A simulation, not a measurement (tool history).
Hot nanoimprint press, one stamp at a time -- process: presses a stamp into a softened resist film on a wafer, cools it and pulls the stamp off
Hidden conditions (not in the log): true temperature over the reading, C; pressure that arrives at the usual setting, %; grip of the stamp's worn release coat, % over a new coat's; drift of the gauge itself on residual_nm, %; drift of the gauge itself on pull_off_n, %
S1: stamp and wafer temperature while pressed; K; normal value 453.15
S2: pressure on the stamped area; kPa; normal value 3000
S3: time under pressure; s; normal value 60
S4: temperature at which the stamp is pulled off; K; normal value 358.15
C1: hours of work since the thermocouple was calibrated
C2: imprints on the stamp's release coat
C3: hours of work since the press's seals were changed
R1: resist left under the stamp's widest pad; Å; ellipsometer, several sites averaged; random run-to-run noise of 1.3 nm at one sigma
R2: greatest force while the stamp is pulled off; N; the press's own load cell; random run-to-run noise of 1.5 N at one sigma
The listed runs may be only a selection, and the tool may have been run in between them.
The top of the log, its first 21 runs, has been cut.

-- hour=587.5 press's hydraulic seals changed and the load cell set to zero
run 22 hour=596.2 | S1=460.15 S2=4210 S3=40 S4=348.15 | C1=137 C2=869 C3=5 | R1=1457 R2=125
run 23 hour=627.4 | S1=441.15 S2=3000 S3=60 S4=358.15 | C1=154 C2=928 C3=22 | R1=2920 R2=120
run 24 hour=654.2 | S1=461.15 S2=2400 S3=60 S4=348.15 | C1=169 C2=978 C3=37 | R1=1516 R2=133
run 25 hour=685.8 | S1=455.15 S2=3000 S3=60 S4=358.15 | C1=186 C2=1038 C3=54 | R1=1753 R2=123
run 26 hour=719.6 | S1=453.15 S2=3870 S3=93 S4=358.15 | C1=205 C2=1102 C3=73 | R1=1469 R2=123
run 27 hour=756.1 | S1=447.15 S2=2270 S3=50 S4=343.15 | C1=225 C2=1171 C3=93 | R1=2731 R2=132
run 28 hour=775.6 | S1=455.15 S2=2270 S3=43 S4=343.15 | C1=236 C2=1208 C3=104 | R1=2188 R2=137
run 29 hour=794.7 | S1=450.15 S2=2270 S3=98 S4=357.15 | C1=247 C2=1244 C3=114 | R1=2063 R2=122
run 30 hour=814.4 | S1=463.15 S2=2270 S3=98 S4=362.15 | C1=257 C2=1281 C3=125 | R1=1139 R2=120

Branching from run 30: 3 alternative next runs. What would each branch give?
run A hour=834.7 | S1=451.15 S2=3000 S3=60 S4=358.15 | C1=269 C2=1320 C3=136 | R1=? R2=?
run B hour=834.7 | S1=457.15 S2=2270 S3=98 S4=364.15 | C1=269 C2=1320 C3=136 | R1=? R2=?
run C hour=834.7 | S1=461.15 S2=4660 S3=60 S4=358.15 | C1=269 C2=1320 C3=136 | R1=? R2=?

run=A R1=2058 R2=124
run=B R1=1477 R2=121
run=C R1=1082 R2=123
With no hidden state in the tool, these same runs would have given:
run=A R1=2164 R2=114
run=B R1=1566 R2=111
run=C R1=1148 R2=113
